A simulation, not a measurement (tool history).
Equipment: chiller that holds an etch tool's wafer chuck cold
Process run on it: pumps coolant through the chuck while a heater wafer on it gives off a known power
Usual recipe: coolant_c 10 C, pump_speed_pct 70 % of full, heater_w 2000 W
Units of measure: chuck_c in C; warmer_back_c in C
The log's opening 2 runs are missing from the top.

| run | hour | coolant_c | pump_speed_pct | heater_w | hours since the coolant was changed and the channels were flushed | hours since the pump was overhauled | hours since the chiller's thermometer was calibrated | chuck_c | warmer_back_c |
|---|---|---|---|---|---|---|---|---|---|
| 3 | 117.9 | 10 | 70 | 2000 | 4657 | 3960 | 118 | 28.5 | 5.76 |
| 4 | 218.6 | 10 | 70 | 2000 | 4758 | 4061 | 219 | 28.6 | 5.78 |
| 5 | 285.6 | 10 | 70 | 2000 | 4825 | 4128 | 286 | 28.5 | 5.82 |
| 6 | 345.8 | 10 | 70 | 2000 | 4885 | 4188 | 346 | 28.7 | 5.81 |
| 7 | 454.0 | 10 | 70 | 2000 | 4993 | 4296 | 454 | 28.5 | 5.85 |
| 8 | 523.5 | 10 | 70 | 2000 | 5063 | 4366 | 524 | 28.5 | 5.86 |
| 9 | 636.3 | 10 | 70 | 2000 | 5176 | 4479 | 636 | 28.5 | 5.96 |
| 10 | 748.8 | 10 | 70 | 2000 | 5288 | 4591 | 749 | 28.5 | 6.00 |
| 11 | 849.1 | 10 | 70 | 2000 | 5389 | 4691 | 849 | 28.5 | 6.03 |
| 12 | 938.1 | 10 | 70 | 2000 | 5477 | 4780 | 938 | 28.7 | 6.01 |
| 13 | 1013.7 | 10 | 68 | 2000 | 5553 | 4856 | 1014 | 29.1 | 6.23 |
| 14 | 1105.4 | 3 | 70 | 2000 | 5645 | 4948 | 1105 | 21.6 | 6.03 |
| 15 | 1213.7 | 3 | 70 | 2000 | 5753 | 5056 | 1214 | 21.6 | 6.05 |
| 16 | 1283.0 | 3 | 70 | 2000 | 5822 | 5125 | 1283 | 21.8 | 6.13 |
| 17 | 1351.9 | 3 | 70 | 2000 | 5891 | 5194 | 1352 | 21.5 | 6.09 |
| 18 | 1468.3 | 3 | 70 | 2000 | 6008 | 5311 | 1468 | 21.6 | 6.15 |
|  | 1537.7 | gauge calibrated |
| 19 | 1551.4 | 18 | 79 | 1340 | 6091 | 5394 | 1551 | 29.2 | 3.36 |
| 20 | 1607.7 | 18 | 79 | 2009 | 6147 | 5450 | 1608 | 34.8 | 5.02 |
| 21 | 1703.2 | 19 | 77 | 2387 | 6243 | 5546 | 1703 | 39.2 | 6.18 |
| 22 | 1764.2 | 4 | 95 | 2475 | 6304 | 5607 | 1764 | 21.7 | 5.11 |
| 23 | 1865.7 | 4 | 95 | 1076 | 6405 | 5708 | 1866 | 11.8 | 2.25 |
| 24 | 1930.6 | 12 | 61 | 1253 | 6470 | 5773 | 1931 | 25.1 | 4.32 |
| 25 | 1982.4 | 15 | 70 | 1093 | 6522 | 5825 | 1982 | 25.3 | 3.25 |

Run 26 comes next. What will it give?
| 26 | 2062.5 | 10 | 63 | 1912 | 6602 | 5905 | 2062 | ? | ? |

Run 26 yielded chuck_c 29.5 C, warmer_back_c 6.35 C.
Without the tool's hidden state the same run would have given chuck_c 29.5 C, warmer_back_c 6.19 C.
